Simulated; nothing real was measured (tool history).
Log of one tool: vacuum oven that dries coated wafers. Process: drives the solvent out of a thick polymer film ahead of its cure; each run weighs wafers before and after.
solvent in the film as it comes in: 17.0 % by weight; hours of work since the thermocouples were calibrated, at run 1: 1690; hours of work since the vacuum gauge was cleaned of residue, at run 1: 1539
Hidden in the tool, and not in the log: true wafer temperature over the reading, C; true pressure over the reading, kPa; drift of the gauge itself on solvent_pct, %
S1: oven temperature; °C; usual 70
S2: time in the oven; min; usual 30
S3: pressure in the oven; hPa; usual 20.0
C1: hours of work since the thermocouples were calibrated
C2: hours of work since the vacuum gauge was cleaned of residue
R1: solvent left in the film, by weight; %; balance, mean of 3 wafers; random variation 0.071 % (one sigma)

run	hour	S1	S2	S3	C1	C2	R1
1	0.0	70	30	20.0	1690	1539	5.11
2	94.0	70	30	20.0	1758	1607	5.09
# hour 102.6: oven's thermocouples calibrated
3	156.4	70	30	20.0	39	1650	4.96
4	247.5	70	30	20.0	104	1715	5.17
5	349.5	70	30	20.0	177	1789	5.17
6	424.8	70	22	20.0	231	1843	6.41
# hour 444.2: vacuum gauge cleaned of residue and calibrated
7	517.6	70	22	20.0	297	53	6.36
8	644.6	70	22	20.0	388	144	6.40
9	765.4	70	22	20.0	475	231	6.37
10	860.4	70	30	24.6	543	299	5.58
11	933.6	70	30	24.6	596	352	5.61
12	1023.4	70	30	24.6	661	416	5.50
13	1123.9	70	30	24.6	733	488	5.47
14	1252.1	70	30	24.6	825	581	5.60
15	1376.9	70	30	24.6	915	670	5.69
16	1498.6	70	30	24.6	1002	758	5.52
17	1585.7	70	30	24.6	1065	820	5.52
18	1672.2	56	30	20.0	1127	882	9.92
19	1780.3	70	30	20.0	1204	960	5.17
20	1883.7	70	30	20.0	1279	1034	5.14
21	1942.7	70	30	20.0	1321	1077	5.20
22	2042.6	70	22	20.0	1393	1149	6.40
23	2096.8	70	30	20.0	1432	1187	5.11
24	2192.4	70	30	20.0	1501	1256	5.21
25	2320.7	61	20	59.1	1593	1348	13.88
26	2399.6	61	20	59.1	1649	1405	13.95

Forecast run 27:
27	2501.2	76	49	47.8	1722	1478	?

Run 27 gave R1 5.21 %.
Without the tool's hidden state the same run would have given R1 5.18 %.
